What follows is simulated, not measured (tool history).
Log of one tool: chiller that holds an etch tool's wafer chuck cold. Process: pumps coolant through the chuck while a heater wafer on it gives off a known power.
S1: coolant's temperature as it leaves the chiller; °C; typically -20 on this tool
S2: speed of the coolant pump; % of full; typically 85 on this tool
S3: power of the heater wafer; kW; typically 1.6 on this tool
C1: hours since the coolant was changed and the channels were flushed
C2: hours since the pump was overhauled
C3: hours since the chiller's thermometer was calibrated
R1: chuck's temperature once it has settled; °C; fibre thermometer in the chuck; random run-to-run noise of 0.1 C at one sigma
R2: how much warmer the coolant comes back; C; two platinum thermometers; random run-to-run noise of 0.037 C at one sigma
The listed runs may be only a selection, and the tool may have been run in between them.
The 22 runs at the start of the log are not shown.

Run 23, hour 1706.1: usual settings but S3 0.828 kW; C1 7196; C2 4547; C3 3156. Result: R1 -12.7 °C, R2 3.82 C.
Run 24, hour 1809.5: usual settings but S1 -16 °C, S2 95 % of full, S3 1.518 kW; C1 7299; C2 4650; C3 3259. Result: R1 -3.5 °C, R2 6.24 C.
Run 25, hour 1879.6: usual settings but S1 -17 °C, S2 97 % of full, S3 1.908 kW; C1 7369; C2 4720; C3 3329. Result: R1 -1.6 °C, R2 7.63 C.
Run 26, hour 1981.3: usual settings but S1 -17 °C, S2 97 % of full, S3 1.908 kW; C1 7471; C2 4822; C3 3431. Result: R1 -1.7 °C, R2 7.65 C.
Run 27, hour 2042.6: usual settings but S1 -27 °C, S3 1.68 kW; C1 7532; C2 4883; C3 3492. Result: R1 -11.7 °C, R2 7.79 C.
Run 28, hour 2096.9: usual settings but S1 -24 °C, S2 65 % of full, S3 2.026 kW; C1 7586; C2 4937; C3 3547. Result: R1 0 °C, R2 12.4 C.
Run 29, hour 2149.2: usual settings but S1 -24 °C, S2 65 % of full, S3 2.026 kW; C1 7639; C2 4990; C3 3599. Result: R1 -0.2 °C, R2 12.4 C.
Run 30, hour 2248.2: usual settings but S2 67 % of full, S3 0.912 kW; C1 7738; C2 5089; C3 3698. Result: R1 -9.8 °C, R2 5.4 C.
Run 31, hour 2338.5: usual settings but S2 67 % of full, S3 0.912 kW; C1 7828; C2 5179; C3 3788. Result: R1 -9.9 °C, R2 5.41 C.

Alternative continuations, all from the tool just after run 31; predict every row:
Run A, hour 2427.5: usual settings but S1 -25 °C, S2 72 % of full; C1 7917; C2 5268; C3 3877. Result: R1 ?, R2 ?.
Run B, hour 2427.5: usual settings but S1 -17 °C, S3 0.97 kW; C1 7917; C2 5268; C3 3877. Result: R1 ?, R2 ?.
Run C, hour 2427.5: usual settings but S1 -29 °C, S2 60 % of full; C1 7917; C2 5268; C3 3877. Result: R1 ?, R2 ?.

run    R1     R2
  A  -7.8   8.82
  B  -8.2   4.48
  C  -8.6  10.69
Take away the tool's hidden state, keep each run's random variation, and the runs would have read:
run     R1     R2
  A   -9.9   8.28
  B     -9    4.2
  C  -11.2  10.03
